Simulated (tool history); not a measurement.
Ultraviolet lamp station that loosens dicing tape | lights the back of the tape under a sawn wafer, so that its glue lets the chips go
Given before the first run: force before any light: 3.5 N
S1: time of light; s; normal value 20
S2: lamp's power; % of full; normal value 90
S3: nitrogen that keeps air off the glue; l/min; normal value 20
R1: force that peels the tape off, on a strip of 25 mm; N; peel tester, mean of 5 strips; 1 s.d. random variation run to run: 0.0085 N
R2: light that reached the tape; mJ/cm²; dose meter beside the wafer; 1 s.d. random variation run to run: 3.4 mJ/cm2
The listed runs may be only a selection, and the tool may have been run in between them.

run   hour  S1  S2  S3     R1   R2
  1    0.0  20  90  20  0.338  546
  2   14.5  20  90  20  0.345  540
  3   32.6  20  90  20  0.341  547
  4   43.0  20  90  20  0.344  549
  5   52.3  20  90   7  0.558  552
  6   63.9  20  90  21  0.348  550
  7   79.1  14  90  20  0.564  384
  8   93.5  14  90  20  0.553  381
  9  109.2  14  90  20  0.556  384
 10  117.3  20  90  21  0.321  547
 11  135.8  20  78  20  0.412  478
 12  150.5  20  78   7  0.706  477
 13  169.9  20  78   7  0.687  471
 14  189.3  20  78   7  0.680  477
 15  202.6  20  78   7  0.687  477
 16  213.8  20  78   7  0.671  475
 17  223.4  20  94  20  0.345  575
 18  238.2  20  94  20  0.320  574
 19  248.6  20  94  20  0.335  571
 20  264.1  18  90  20  0.400  490
 21  281.0  10  84   6  1.410  258
 22  300.6  28  83  20  0.263  707
 23  308.8  37  76  20  0.217  859
 24  317.9  12  85  23  0.716  309
 25  336.4  18  85  10  0.583  468
 26  355.4  14  70  20  0.802  297
 27  372.0  14  90  20  0.587  385
 28  381.6  14  90  20  0.564  381
 29  389.8  11  69  20  1.126  235
 30  400.8  11  69  20  1.051  226
 31  419.3  14  62   9  1.213  261
 32  430.8  37  70  11  0.271  783
 33  445.7  28  79  19  0.277  672
 34  461.6  20  94  28  0.310  579
 35  481.1  20  92  34  0.280  559
 36  495.7  14  87  27  0.522  369
 37  504.8  29  98  18  0.243  864
 38  524.7  29  98  18  0.238  858

Not shown: 1 entry that the log had between the listed runs. Between which runs, and how does the tool's hidden state differ before and after?
Runs 37 to 38: window cleaned of glue's vapour (hour 520.7)
  no hidden state differs between the two runs

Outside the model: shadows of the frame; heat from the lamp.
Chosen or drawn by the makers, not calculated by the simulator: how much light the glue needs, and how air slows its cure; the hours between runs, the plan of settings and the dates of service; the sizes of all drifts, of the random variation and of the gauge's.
